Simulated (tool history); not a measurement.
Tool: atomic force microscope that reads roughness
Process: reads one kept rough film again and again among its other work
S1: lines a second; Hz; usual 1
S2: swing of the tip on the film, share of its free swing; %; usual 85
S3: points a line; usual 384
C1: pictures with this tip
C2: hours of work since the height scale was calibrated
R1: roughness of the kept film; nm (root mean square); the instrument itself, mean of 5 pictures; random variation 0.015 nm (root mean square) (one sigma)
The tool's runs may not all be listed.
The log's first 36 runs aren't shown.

| run | hour | S1 | S2 | S3 | C1 | C2 | R1 |
|---|---|---|---|---|---|---|---|
| 37 | 334.4 | 1.66 | 70 | 384 | 186 | 196 | 2.779 |
| 38 | 343 | 0.9 | 67 | 267 | 192 | 200 | 2.841 |
| 39 | 349.8 | 1.97 | 86 | 774 | 197 | 203 | 2.503 |
| 40 | 358 | 1.35 | 85 | 490 | 203 | 207 | 2.612 |
|  | 363.2 | new tip fitted |
| 41 | 368.9 | 1.35 | 59 | 490 | 4 | 212 | 3.645 |
| 42 | 375.7 | 1 | 83 | 561 | 9 | 216 | 3.476 |
| 43 | 387.7 | 1.16 | 83 | 561 | 18 | 221 | 3.396 |
| 44 | 395.7 | 1 | 76 | 384 | 24 | 225 | 3.461 |
| 45 | 402.7 | 1.17 | 82 | 682 | 29 | 229 | 3.34 |
| 46 | 411.2 | 1.17 | 82 | 682 | 35 | 233 | 3.309 |
| 47 | 421.6 | 0.55 | 82 | 483 | 43 | 238 | 3.433 |
| 48 | 429.3 | 0.64 | 85 | 647 | 48 | 241 | 3.382 |

Forecast each of these 3 alternatives for the next run:
| A | 440.9 | 3.96 | 80 | 476 | 57 | 247 | ? |
| B | 440.9 | 1.34 | 84 | 647 | 57 | 247 | ? |
| C | 440.9 | 2.88 | 61 | 647 | 57 | 247 | ? |

| run | R1 |
|---|---|
| A | 2.792 |
| B | 3.134 |
| C | 3.295 |
Without the tool's hidden state the same runs would have given:
| run | R1 |
|---|---|
| A | 3.069 |
| B | 3.444 |
| C | 3.621 |
